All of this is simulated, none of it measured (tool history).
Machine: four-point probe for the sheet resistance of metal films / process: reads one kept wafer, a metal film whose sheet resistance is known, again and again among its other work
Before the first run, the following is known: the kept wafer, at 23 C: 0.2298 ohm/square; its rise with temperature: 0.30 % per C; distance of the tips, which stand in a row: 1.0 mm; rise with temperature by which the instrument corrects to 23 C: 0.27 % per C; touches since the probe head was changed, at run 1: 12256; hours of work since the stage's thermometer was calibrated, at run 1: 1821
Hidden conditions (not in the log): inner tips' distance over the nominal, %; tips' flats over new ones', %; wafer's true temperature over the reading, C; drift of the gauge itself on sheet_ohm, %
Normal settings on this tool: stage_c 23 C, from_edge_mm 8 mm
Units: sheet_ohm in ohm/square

run   hour  stage_c  from_edge_mm  touches since the probe head was changed  hours of work since the stage's thermometer was calibrated  sheet_ohm
  1    0.0       23             8                                     12256                                                        1821   0.232740
  2   23.2       32             8                                     12679                                                        1835   0.233407
  3   45.3       23             8                                     13081                                                        1848   0.232585
  4   64.7       23             8                                     13434                                                        1860   0.232689
      80.1  -- stage's thermometer calibrated
  5   90.6       23             6                                     13894                                                           6   0.233819
  6  112.3       23             6                                     14290                                                          19   0.233767
  7  132.4       32             8                                     14655                                                          32   0.232968
  8  145.6       32             8                                     14895                                                          40   0.232952
  9  159.8       32             8                                     15153                                                          48   0.233004
 10  170.8       32             8                                     15353                                                          55   0.233081
 11  195.9       32             8                                     15809                                                          70   0.233050
 12  216.1       32             8                                     16176                                                          82   0.232985
 13  232.9       32             8                                     16482                                                          92   0.232962
 14  246.8       32             8                                     16736                                                         101   0.233045

For run 15, what comes out?
 15  262.4       28            16                                     17019                                                         110          ?

Run 15 measured sheet_ohm 0.231306 ohm/square.
With the hidden condition absent and the run-to-run variation left alone, this run would have shown sheet_ohm 0.230711 ohm/square.
